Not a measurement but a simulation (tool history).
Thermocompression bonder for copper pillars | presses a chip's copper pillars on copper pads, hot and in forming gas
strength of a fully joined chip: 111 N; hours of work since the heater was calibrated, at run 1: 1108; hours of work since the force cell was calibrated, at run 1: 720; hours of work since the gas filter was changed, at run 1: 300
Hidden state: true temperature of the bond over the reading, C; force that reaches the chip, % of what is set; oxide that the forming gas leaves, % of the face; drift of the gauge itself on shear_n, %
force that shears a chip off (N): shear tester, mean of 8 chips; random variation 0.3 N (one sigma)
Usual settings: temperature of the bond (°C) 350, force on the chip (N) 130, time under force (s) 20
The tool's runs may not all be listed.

| run | hour | temperature of the bond (°C) | force on the chip (N) | time under force (s) | hours of work since the heater was calibrated | hours of work since the force cell was calibrated | hours of work since the gas filter was changed | force that shears a chip off (N) |
|---|---|---|---|---|---|---|---|---|
| 1 | 0 | 350 | 130 | 20 | 1108 | 720 | 300 | 52.5 |
|  | 11.6 | forming gas filter changed |
| 2 | 34.8 | 350 | 105 | 20 | 1127 | 739 | 13 | 42.5 |
| 3 | 57.1 | 350 | 105 | 20 | 1139 | 751 | 25 | 42.7 |
| 4 | 84.7 | 350 | 105 | 20 | 1154 | 767 | 40 | 42.8 |
| 5 | 119.9 | 350 | 129 | 20 | 1174 | 786 | 60 | 52.7 |
| 6 | 154.2 | 365 | 130 | 20 | 1193 | 805 | 79 | 58.7 |
| 7 | 177 | 365 | 163 | 20 | 1205 | 818 | 91 | 71.4 |
| 8 | 216.2 | 365 | 163 | 20 | 1227 | 839 | 113 | 71.5 |
| 9 | 245 | 350 | 130 | 20 | 1243 | 855 | 129 | 52.9 |
| 10 | 279.2 | 324 | 130 | 20 | 1262 | 874 | 148 | 43 |
| 11 | 301.9 | 350 | 192 | 20 | 1274 | 887 | 160 | 74.5 |
| 12 | 349.3 | 350 | 192 | 20 | 1301 | 913 | 187 | 74 |
| 13 | 389.5 | 350 | 130 | 20 | 1323 | 935 | 209 | 53.6 |
| 14 | 426.1 | 350 | 130 | 20 | 1343 | 955 | 229 | 53.4 |
| 15 | 445.6 | 359 | 130 | 20 | 1354 | 966 | 240 | 57.1 |
| 16 | 487 | 359 | 130 | 20 | 1377 | 989 | 263 | 57.1 |
| 17 | 515.6 | 359 | 130 | 20 | 1392 | 1005 | 279 | 56.7 |
| 18 | 556.1 | 359 | 130 | 20 | 1415 | 1027 | 301 | 57.1 |
|  | 563.2 | forming gas filter changed |
| 19 | 584.3 | 359 | 130 | 20 | 1430 | 1042 | 12 | 57.6 |
| 20 | 606.8 | 359 | 130 | 20 | 1443 | 1055 | 24 | 57.6 |
| 21 | 653.7 | 359 | 130 | 20 | 1469 | 1081 | 50 | 56.5 |
| 22 | 687.4 | 342 | 176 | 21 | 1487 | 1099 | 69 | 67 |
| 23 | 712.9 | 342 | 176 | 16 | 1501 | 1114 | 83 | 61.8 |
| 24 | 740.9 | 350 | 130 | 17 | 1517 | 1129 | 98 | 50.7 |
| 25 | 771.7 | 350 | 130 | 16 | 1534 | 1146 | 115 | 49.9 |
| 26 | 803.8 | 339 | 102 | 16 | 1552 | 1164 | 133 | 35.2 |
| 27 | 825.9 | 339 | 102 | 16 | 1564 | 1176 | 145 | 35.1 |
| 28 | 851.2 | 339 | 102 | 16 | 1578 | 1190 | 159 | 35.2 |
| 29 | 872.1 | 379 | 137 | 16 | 1589 | 1202 | 171 | 64 |
| 30 | 907.6 | 379 | 137 | 16 | 1609 | 1221 | 190 | 63.8 |
| 31 | 928.8 | 374 | 182 | 10 | 1621 | 1233 | 202 | 67.9 |
| 32 | 954.5 | 361 | 133 | 30 | 1635 | 1247 | 216 | 67.6 |
| 33 | 991.5 | 361 | 112 | 20 | 1655 | 1268 | 237 | 50.9 |
| 34 | 1032.7 | 350 | 146 | 47 | 1678 | 1290 | 260 | 77.4 |
| 35 | 1073.6 | 355 | 177 | 23 | 1701 | 1313 | 282 | 76.1 |
| 36 | 1097.4 | 355 | 177 | 23 | 1714 | 1326 | 295 | 75.9 |
|  | 1114.7 | forming gas filter changed |
| 37 | 1121.5 | 355 | 177 | 23 | 1727 | 1339 | 4 | 75.6 |
| 38 | 1161.1 | 355 | 177 | 23 | 1749 | 1361 | 26 | 75.7 |

The same runs without the tool's hidden state, with the same run-to-run variation:
| run | force that shears a chip off (N) |
|---|---|
| 1 | 52.7 |
| 2 | 42.5 |
| 3 | 42.7 |
| 4 | 42.8 |
| 5 | 52.7 |
| 6 | 58.6 |
| 7 | 71.3 |
| 8 | 71.3 |
| 9 | 52.8 |
| 10 | 42.9 |
| 11 | 74.2 |
| 12 | 73.7 |
| 13 | 53.4 |
| 14 | 53.1 |
| 15 | 56.7 |
| 16 | 56.8 |
| 17 | 56.3 |
| 18 | 56.7 |
| 19 | 57 |
| 20 | 57 |
| 21 | 55.9 |
| 22 | 66.2 |
| 23 | 61.1 |
| 24 | 50.1 |
| 25 | 49.2 |
| 26 | 34.7 |
| 27 | 34.7 |
| 28 | 34.7 |
| 29 | 63 |
| 30 | 62.8 |
| 31 | 66.8 |
| 32 | 66.5 |
| 33 | 50.1 |
| 34 | 76 |
| 35 | 74.7 |
| 36 | 74.5 |
| 37 | 74.1 |
| 38 | 74.1 |
